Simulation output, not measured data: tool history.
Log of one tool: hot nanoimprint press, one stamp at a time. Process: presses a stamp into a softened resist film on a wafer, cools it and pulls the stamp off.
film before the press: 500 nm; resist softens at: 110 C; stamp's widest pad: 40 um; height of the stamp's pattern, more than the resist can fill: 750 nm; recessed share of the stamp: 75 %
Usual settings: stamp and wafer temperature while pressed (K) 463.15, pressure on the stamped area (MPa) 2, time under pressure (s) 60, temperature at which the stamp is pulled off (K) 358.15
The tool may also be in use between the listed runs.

run   hour  stamp and wafer temperature while pressed (K)  pressure on the stamped area (MPa)  time under pressure (s)  temperature at which the stamp is pulled off (K)  resist left under the stamp's widest pad (nm)  greatest force while the stamp is pulled off (N)
  1      0                                         463.15                                   2                       60                                            358.15                                          177.3                                               178
  2   10.4                                         463.15                                2.44                       60                                            358.15                                          160.2                                               176
  3   29.3                                         463.15                                2.44                       60                                            358.15                                          159.8                                               178
      45.1  -- stamp cleaned and given a new release coat
  4     47                                         463.15                                2.44                       60                                            363.15                                          159.8                                               139
  5   67.4                                         463.15                                2.44                       60                                            363.15                                          159.4                                               140
  6     80                                         463.15                                2.44                       60                                            363.15                                          159.6                                               139
  7  104.8                                         463.15                                2.44                       60                                            363.15                                          159.4                                               142
  8  122.1                                         454.15                                2.44                       60                                            363.15                                          207.7                                               142
  9  135.3                                         454.15                                2.44                       60                                            363.15                                          207.6                                               142
 10  151.8                                         463.15                                2.44                       60                                            358.15                                          159.1                                               161
 11  169.2                                         463.15                                2.44                       60                                            358.15                                          158.9                                               161
 12  188.6                                         463.15                                2.44                       60                                            358.15                                          158.4                                               163
 13  213.9                                         463.15                                2.44                       60                                            358.15                                          158.1                                               163
 14  229.8                                         463.15                                2.44                       60                                            358.15                                          157.7                                               165
 15  249.2                                         463.15                                2.44                       60                                            358.15                                          157.9                                               167
 16    270                                         463.15                                2.44                       79                                            360.15                                          140.5                                               162
 17  284.8                                         460.15                                   2                       60                                            365.15                                          190.1                                               145
 18  307.8                                         462.15                                   2                       45                                            344.15                                          200.5                                               220
 19  326.3                                         462.15                                   2                       45                                            344.15                                          200.2                                               219
 20  348.8                                         473.15                                2.93                       45                                            344.15                                            122                                               225
     359.6  -- plate thermocouple calibrated
 21  362.3                                         452.15                                1.48                       37                                            349.15                                          325.9                                               210
 22  374.6                                         452.15                                1.48                       80                                            349.15                                          257.1                                               215
 23  392.5                                         456.15                                1.66                       79                                            347.15                                          217.5                                               220
     403.4  -- stamp cleaned and given a new release coat
 24  411.4                                         456.15                                 1.9                       79                                            350.15                                          203.4                                               184
 25    422                                         461.15                                1.72                       79                                            364.15                                          184.4                                               139
 26  439.9                                         463.15                                   2                       63                                            358.15                                          176.3                                               159

Forecast each of these 5 alternatives for the next run:
  A  461.4                                         463.15                                1.41                       63                                            358.15                                              ?                                                 ?
  B  461.4                                         463.15                                1.75                       60                                            365.15                                              ?                                                 ?
  C  461.4                                         459.15                                 2.2                       60                                            358.15                                              ?                                                 ?
  D  461.4                                         471.15                                   2                       34                                            351.15                                              ?                                                 ?
  E  461.4                                         475.15                                   2                       92                                            347.15                                              ?                                                 ?

run  resist left under the stamp's widest pad (nm)  greatest force while the stamp is pulled off (N)
  A                                          209.9                                               161
  B                                          192.1                                               137
  C                                          192.1                                               159
  D                                          181.3                                               183
  E                                          108.3                                               197
Without the tool's hidden state the same runs would have given:
run  resist left under the stamp's widest pad (nm)  greatest force while the stamp is pulled off (N)
  A                                            209                                               157
  B                                          191.1                                               133
  C                                          190.9                                               155
  D                                          180.2                                               178
  E                                          107.6                                               192

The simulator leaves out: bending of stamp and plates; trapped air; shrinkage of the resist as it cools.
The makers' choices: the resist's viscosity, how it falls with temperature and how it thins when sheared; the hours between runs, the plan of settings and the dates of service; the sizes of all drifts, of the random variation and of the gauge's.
